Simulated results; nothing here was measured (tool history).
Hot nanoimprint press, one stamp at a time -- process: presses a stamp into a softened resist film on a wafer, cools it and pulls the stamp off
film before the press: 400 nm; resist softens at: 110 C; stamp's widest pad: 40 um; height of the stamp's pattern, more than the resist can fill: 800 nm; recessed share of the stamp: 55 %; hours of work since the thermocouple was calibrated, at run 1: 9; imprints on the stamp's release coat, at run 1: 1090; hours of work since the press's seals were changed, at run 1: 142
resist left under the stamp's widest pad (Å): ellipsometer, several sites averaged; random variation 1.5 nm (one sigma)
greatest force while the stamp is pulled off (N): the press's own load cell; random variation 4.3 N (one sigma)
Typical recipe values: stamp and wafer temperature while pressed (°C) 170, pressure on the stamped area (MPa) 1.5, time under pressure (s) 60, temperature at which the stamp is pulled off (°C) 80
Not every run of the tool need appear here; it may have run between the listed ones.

| run | hour | stamp and wafer temperature while pressed (°C) | pressure on the stamped area (MPa) | time under pressure (s) | temperature at which the stamp is pulled off (°C) | hours of work since the thermocouple was calibrated | imprints on the stamp's release coat | hours of work since the press's seals were changed | resist left under the stamp's widest pad (Å) | greatest force while the stamp is pulled off (N) |
|---|---|---|---|---|---|---|---|---|---|---|
| 1 | 0 | 170 | 1.5 | 60 | 80 | 9 | 1090 | 142 | 2307 | 302 |
| 2 | 44.7 | 170 | 1.5 | 60 | 80 | 39 | 1255 | 172 | 2362 | 336 |
|  | 87.6 | stamp cleaned and given a new release coat |
| 3 | 98.4 | 170 | 1.5 | 60 | 71 | 71 | 40 | 204 | 2348 | 232 |
| 4 | 153.2 | 170 | 1.5 | 51 | 80 | 108 | 242 | 241 | 2513 | 227 |
| 5 | 199.7 | 170 | 0.91 | 60 | 80 | 139 | 414 | 272 | 2806 | 242 |
| 6 | 233.1 | 171 | 0.91 | 60 | 80 | 161 | 537 | 294 | 2735 | 255 |
| 7 | 304 | 171 | 0.91 | 60 | 80 | 209 | 798 | 341 | 2773 | 275 |
| 8 | 352.6 | 170 | 1.5 | 60 | 80 | 241 | 978 | 374 | 2441 | 286 |
| 9 | 402.7 | 170 | 1.5 | 60 | 80 | 275 | 1163 | 407 | 2461 | 307 |
|  | 426.4 | plate thermocouple calibrated |
| 10 | 444.7 | 170 | 1.5 | 60 | 80 | 12 | 1307 | 433 | 2356 | 325 |
|  | 475.5 | stamp cleaned and given a new release coat |
| 11 | 479.6 | 170 | 1.5 | 60 | 80 | 32 | 15 | 453 | 2382 | 215 |
| 12 | 510.7 | 166 | 1.5 | 60 | 80 | 52 | 130 | 474 | 2716 | 217 |
| 13 | 574 | 170 | 1.5 | 54 | 80 | 95 | 364 | 516 | 2480 | 244 |
| 14 | 629.9 | 170 | 1.5 | 53 | 80 | 132 | 570 | 553 | 2499 | 252 |
| 15 | 694.6 | 170 | 1.5 | 53 | 80 | 175 | 809 | 597 | 2515 | 269 |
| 16 | 749.9 | 170 | 1.5 | 32 | 80 | 212 | 1013 | 634 | 2909 | 298 |
| 17 | 787.1 | 179 | 1.04 | 79 | 80 | 237 | 1150 | 658 | 1906 | 316 |
| 18 | 842.7 | 179 | 2.06 | 63 | 80 | 274 | 1356 | 696 | 1553 | 325 |
|  | 857.6 | stamp cleaned and given a new release coat |
|  | 873.2 | plate thermocouple calibrated |
| 19 | 900.1 | 164 | 1.96 | 83 | 70 | 18 | 146 | 728 | 2418 | 239 |
| 20 | 936.1 | 170 | 1.61 | 64 | 80 | 42 | 279 | 752 | 2318 | 221 |
| 21 | 980.9 | 167 | 0.91 | 54 | 80 | 72 | 444 | 782 | 3133 | 246 |
|  | 1035.9 | press's hydraulic seals changed and the load cell set to zero |
| 22 | 1047.6 | 167 | 0.91 | 54 | 80 | 111 | 661 | 8 | 3091 | 253 |
| 23 | 1085.7 | 167 | 0.91 | 54 | 65 | 137 | 802 | 33 | 3084 | 317 |
| 24 | 1126.2 | 167 | 2.03 | 54 | 71 | 164 | 951 | 60 | 2419 | 309 |
| 25 | 1185.6 | 160 | 2.03 | 54 | 78 | 204 | 1170 | 100 | 3061 | 312 |
| 26 | 1222.5 | 160 | 2.03 | 54 | 78 | 228 | 1306 | 125 | 3060 | 329 |
|  | 1249.6 | stamp cleaned and given a new release coat |
| 27 | 1297.6 | 170 | 2.18 | 60 | 79 | 274 | 177 | 171 | 2090 | 221 |
|  | 1319.9 | plate thermocouple calibrated |
| 28 | 1353.4 | 170 | 2.18 | 38 | 87 | 22 | 372 | 206 | 2348 | 216 |
| 29 | 1384.4 | 170 | 1.41 | 38 | 75 | 43 | 487 | 227 | 2688 | 250 |
| 30 | 1436.8 | 170 | 1.41 | 38 | 75 | 78 | 680 | 262 | 2763 | 271 |
| 31 | 1474.7 | 170 | 2.14 | 60 | 80 | 103 | 820 | 287 | 2039 | 280 |

Hidden state or all else? Some run-to-run changes of resist left under the stamp's widest pad (Å), split into what the settings, what came in and random variation would give without the hidden state, and what is left for the hidden state (with any gauge scatter that isn't in both results):
Hidden state at play: true temperature over the reading, C; pressure that arrives at the usual setting, %; grip of the stamp's worn release coat, % over a new coat's; drift of the gauge itself on residual_nm, %; drift of the gauge itself on pull_off_n, %.
Run 9 -> 10: plate thermocouple calibrated. resist left under the stamp's widest pad (Å) -105: hidden state -70, all else -35.
Run 16 -> 17: stamp and wafer temperature while pressed (°C) 170 -> 179, pressure on the stamped area (MPa) 1.5 -> 1.04, time under pressure (s) 32 -> 79. resist left under the stamp's widest pad (Å) -1003: hidden state -17, all else -986.
Run 18 -> 19: stamp and wafer temperature while pressed (°C) 179 -> 164, pressure on the stamped area (MPa) 2.06 -> 1.96, time under pressure (s) 63 -> 83, temperature at which the stamp is pulled off (°C) 80 -> 70, stamp cleaned and given a new release coat, plate thermocouple calibrated. resist left under the stamp's widest pad (Å) +865: hidden state -37, all else +902.
Run 26 -> 27: stamp and wafer temperature while pressed (°C) 160 -> 170, pressure on the stamped area (MPa) 2.03 -> 2.18, time under pressure (s) 54 -> 60, temperature at which the stamp is pulled off (°C) 78 -> 79, stamp cleaned and given a new release coat. resist left under the stamp's widest pad (Å) -970: hidden state +14, all else -984.
Run 27 -> 28: time under pressure (s) 60 -> 38, temperature at which the stamp is pulled off (°C) 79 -> 87, plate thermocouple calibrated. resist left under the stamp's widest pad (Å) +258: hidden state -100, all else +358.

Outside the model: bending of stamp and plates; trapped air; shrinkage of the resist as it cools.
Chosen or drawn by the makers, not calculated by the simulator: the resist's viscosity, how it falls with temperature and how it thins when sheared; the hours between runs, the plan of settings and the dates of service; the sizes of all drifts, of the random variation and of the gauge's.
